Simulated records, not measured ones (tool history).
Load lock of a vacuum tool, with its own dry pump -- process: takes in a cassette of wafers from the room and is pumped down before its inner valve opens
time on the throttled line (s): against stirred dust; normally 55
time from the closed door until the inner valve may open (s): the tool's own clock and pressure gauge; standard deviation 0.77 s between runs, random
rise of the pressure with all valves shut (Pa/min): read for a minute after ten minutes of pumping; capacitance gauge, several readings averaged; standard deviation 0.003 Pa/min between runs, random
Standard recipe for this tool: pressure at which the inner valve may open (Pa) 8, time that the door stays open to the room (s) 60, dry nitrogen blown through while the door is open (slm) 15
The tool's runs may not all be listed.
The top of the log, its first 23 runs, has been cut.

run,hour,time on the throttled line (s),pressure at which the inner valve may open (Pa),time that the door stays open to the room (s),dry nitrogen blown through while the door is open (slm),"incoming humidity of the room's air, %",time from the closed door until the inner valve may open (s),rise of the pressure with all valves shut (Pa/min)
24,1628.8,30,8,155,15,41.7,100,0.063
25,1707.8,55,9,117,9,44.7,119.5,0.072
26,1750.3,37,14,84,9,43.6,100.6,0.064
27,1812.2,44,9,29,13,43.6,109.1,0.044
28,1908.4,55,8,73,15,42.7,119.4,0.053
29,1968.2,31,8,126,15,43,100.7,0.057
30,2047.2,42,8,126,15,45,109,0.062
31,2117.7,42,7,126,41,45.2,111.9,0.049
32,2166.9,55,14,193,31,45.2,115.8,0.054
33,2266,55,14,193,31,43.7,115.3,0.056
34,2359.7,55,8,193,4,44.6,120.6,0.11
35,2411,92,12,193,4,47,147.5,0.108
36,2472,92,12,141,6,46.5,145.8,0.086

What if the next run were any one of these 5? Each begins from the tool's condition after run 36:
A,2513.1,81,12,41,40,45.1,?,?
B,2513.1,28,8,60,15,43.4,?,?
C,2513.1,55,6,60,14,45.4,?,?
D,2513.1,35,12,141,8,43.9,?,?
E,2513.1,48,12,32,6,45.4,?,?

run,time from the closed door until the inner valve may open (s),rise of the pressure with all valves shut (Pa/min)
A,137.9,0.044
B,96.9,0.056
C,122.2,0.055
D,101.2,0.081
E,110.5,0.054
Had the tool no hidden state, the same runs would have come out as:
run,time from the closed door until the inner valve may open (s),rise of the pressure with all valves shut (Pa/min)
A,135.3,0.01
B,93.7,0.023
C,118.9,0.021
D,98.2,0.048
E,107.6,0.02
